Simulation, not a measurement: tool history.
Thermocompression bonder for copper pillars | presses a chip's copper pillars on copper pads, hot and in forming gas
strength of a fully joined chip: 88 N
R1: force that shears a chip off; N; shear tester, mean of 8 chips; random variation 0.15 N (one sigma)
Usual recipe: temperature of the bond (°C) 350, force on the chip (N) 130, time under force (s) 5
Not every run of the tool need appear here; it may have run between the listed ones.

run 1 hour=0.0 | temperature_of_the_bond_(°C)=350 force_on_the_chip_(N)=130 time_under_force_(s)=5 | R1=29.8
-- hour=21.2 forming gas filter changed
run 2 hour=33.1 | temperature_of_the_bond_(°C)=350 force_on_the_chip_(N)=130 time_under_force_(s)=5 | R1=30.7
run 3 hour=64.3 | temperature_of_the_bond_(°C)=325 force_on_the_chip_(N)=130 time_under_force_(s)=5 | R1=24.0
run 4 hour=109.4 | temperature_of_the_bond_(°C)=377 force_on_the_chip_(N)=130 time_under_force_(s)=5 | R1=38.2
run 5 hour=154.2 | temperature_of_the_bond_(°C)=350 force_on_the_chip_(N)=99 time_under_force_(s)=5 | R1=23.0
run 6 hour=216.0 | temperature_of_the_bond_(°C)=350 force_on_the_chip_(N)=99 time_under_force_(s)=5 | R1=22.9
run 7 hour=255.9 | temperature_of_the_bond_(°C)=350 force_on_the_chip_(N)=99 time_under_force_(s)=5 | R1=22.5
run 8 hour=321.7 | temperature_of_the_bond_(°C)=350 force_on_the_chip_(N)=99 time_under_force_(s)=5 | R1=23.0
-- hour=329.3 heater calibrated with a thermocouple chip
run 9 hour=355.0 | temperature_of_the_bond_(°C)=350 force_on_the_chip_(N)=99 time_under_force_(s)=5 | R1=22.3
run 10 hour=410.4 | temperature_of_the_bond_(°C)=350 force_on_the_chip_(N)=99 time_under_force_(s)=5 | R1=22.2
run 11 hour=457.5 | temperature_of_the_bond_(°C)=341 force_on_the_chip_(N)=89 time_under_force_(s)=5 | R1=18.1
run 12 hour=501.7 | temperature_of_the_bond_(°C)=345 force_on_the_chip_(N)=87 time_under_force_(s)=3 | R1=14.5
-- hour=539.1 heater calibrated with a thermocouple chip, once more
run 13 hour=543.4 | temperature_of_the_bond_(°C)=350 force_on_the_chip_(N)=142 time_under_force_(s)=12 | R1=44.9
run 14 hour=590.0 | temperature_of_the_bond_(°C)=347 force_on_the_chip_(N)=111 time_under_force_(s)=13 | R1=36.2
run 15 hour=650.7 | temperature_of_the_bond_(°C)=378 force_on_the_chip_(N)=165 time_under_force_(s)=3 | R1=38.6
-- hour=675.0 force cell calibrated
run 16 hour=720.1 | temperature_of_the_bond_(°C)=327 force_on_the_chip_(N)=130 time_under_force_(s)=3 | R1=19.7
-- hour=741.0 forming gas filter changed
run 17 hour=769.1 | temperature_of_the_bond_(°C)=350 force_on_the_chip_(N)=130 time_under_force_(s)=5 | R1=31.7

The same runs without the tool's hidden state, with the same run-to-run variation:
Hidden conditions of the tool in this case: true temperature of the bond over the reading, C; force that reaches the chip, % of what is set; oxide that the forming gas leaves, % of the face; drift of the gauge itself on shear_n, %.
run=1 R1=31.9
run=2 R1=31.9
run=3 R1=25.1
run=4 R1=39.7
run=5 R1=24.2
run=6 R1=24.2
run=7 R1=23.9
run=8 R1=24.5
run=9 R1=24.0
run=10 R1=24.1
run=11 R1=19.7
run=12 R1=15.9
run=13 R1=47.4
run=14 R1=38.5
run=15 R1=41.2
run=16 R1=20.5
run=17 R1=32.0
